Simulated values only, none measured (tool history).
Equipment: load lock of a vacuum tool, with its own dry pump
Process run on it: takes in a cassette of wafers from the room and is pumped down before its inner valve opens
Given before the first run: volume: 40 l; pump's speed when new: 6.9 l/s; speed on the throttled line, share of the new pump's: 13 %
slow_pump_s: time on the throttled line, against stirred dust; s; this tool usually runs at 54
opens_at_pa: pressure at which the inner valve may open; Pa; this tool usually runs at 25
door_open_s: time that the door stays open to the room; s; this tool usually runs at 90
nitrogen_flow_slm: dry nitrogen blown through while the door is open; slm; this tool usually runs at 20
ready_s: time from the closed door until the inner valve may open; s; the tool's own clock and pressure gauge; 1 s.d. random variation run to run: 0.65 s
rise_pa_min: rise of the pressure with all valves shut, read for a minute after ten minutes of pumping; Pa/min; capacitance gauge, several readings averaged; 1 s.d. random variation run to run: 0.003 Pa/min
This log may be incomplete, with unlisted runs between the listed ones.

run    hour  slow_pump_s  opens_at_pa  door_open_s  nitrogen_flow_slm  incoming humidity of the room's air, %  ready_s  rise_pa_min
  1       0           54           25           90                 20                                    46.7    105.4        0.485
  2   199.4           54           25           90                 20                                    48.2    106.3        0.511
  3     404           54           25           90                 10                                    46.3    105.2         0.54
  4   564.9           54           25           90                  4                                    46.5    105.8        0.551
  5   781.7           54           25           65                 20                                    45.7    106.7        0.533
  6   930.4           54           25           65                 20                                    47.5    106.1        0.569
  7  1168.9           54           25           65                 20                                      44    106.9        0.564
  8  1280.6           54           25           65                 20                                    39.6    107.4        0.558
  9  1458.4           54           25           65                 20                                    47.7    108.1        0.598
 10  1634.6           29           25           90                 20                                    45.3     87.4        0.624
     1747.2  -- dry pump taken out, an overhauled one fitted
 11  1874.3           54           25           90                 20                                    42.1       97        0.624
 12  1992.6           54           25           58                 20                                    44.7     95.7        0.629
 13  2115.6           54           43          237                 20                                    44.9     92.4        0.722
 14  2321.8           54           44           99                 20                                    45.1     93.2        0.674
 15  2431.6           65           39          102                 12                                    46.6      104        0.685
     2591.5  -- door's seal changed, seat wiped
 16  2663.8           54           40           90                 20                                    41.5     94.6        0.051
 17  2849.5           72           28           90                 20                                    45.8    111.6        0.063
 18  3085.5           58           36           55                 18                                      44     98.3        0.051
 19    3240           90           25           64                 29                                    46.5    127.4        0.055
 20  3416.7           90           25           64                 29                                      45    127.5        0.052
 21    3554           38           25          206                 20                                    44.5     83.5        0.117
 22  3659.6           38           24          128                 20                                    45.9     84.8        0.091
 23  3865.8           38           24          128                 20                                    42.6     84.1        0.102

Each row is a separate what-if for the run after 23, all from the same tool condition, not one after another. Results?
  A  4114           36           24           40                  6                                    45.9        ?            ?
  B  4114           38           24          230                 20                                      43        ?            ?
  C  4114           65           24          128                 20                                    44.9        ?            ?
  D  4114           81           22          128                 20                                    45.1        ?            ?
  E  4114           54           25           54                  5                                    45.7        ?            ?

run  ready_s  rise_pa_min
  A     83.5        0.074
  B     84.7        0.133
  C    107.9        0.099
  D    122.6        0.101
  E     98.7        0.078
With the hidden condition removed and each run's random variation left untouched, the same runs would have given:
run  ready_s  rise_pa_min
  A     80.3        0.046
  B     81.6        0.104
  C    105.1         0.07
  D    119.7        0.072
  E     95.7        0.049

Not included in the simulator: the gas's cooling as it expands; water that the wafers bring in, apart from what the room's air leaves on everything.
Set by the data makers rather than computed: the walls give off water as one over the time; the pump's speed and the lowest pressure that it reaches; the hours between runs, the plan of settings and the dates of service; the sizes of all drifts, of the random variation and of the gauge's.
